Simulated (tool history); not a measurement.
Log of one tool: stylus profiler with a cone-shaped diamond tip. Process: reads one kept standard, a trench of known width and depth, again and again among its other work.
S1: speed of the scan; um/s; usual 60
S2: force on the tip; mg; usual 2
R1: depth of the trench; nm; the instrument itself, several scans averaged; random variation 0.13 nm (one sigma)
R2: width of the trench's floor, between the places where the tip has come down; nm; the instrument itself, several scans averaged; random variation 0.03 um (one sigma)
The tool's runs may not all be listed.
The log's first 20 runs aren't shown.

run	hour	S1	S2	R1	R2
21	391.2	32	4.08	508.81	44850
22	413.4	115	1.79	505.49	44520
# hour 421.9: height scale calibrated on a step standard, once more
23	438.9	115	1.79	504.41	44510
24	455.9	152	1	502.89	44160
25	477	152	1	503.02	44160
26	504.3	19	5.3	509.29	44830
27	523.1	87	5.81	509.98	44700
28	544.8	62	0.87	502.76	44510
29	560.3	16	0.87	502.95	44760
30	577.8	41	4.4	508.46	44690

The next listed run, before its measurement:
31	598.6	41	4.4	?	?

R1: 508.26 nm
R2: 44740 nm
Without the tool's hidden state the same run would have given R1 508.26 nm, R2 45550 nm.
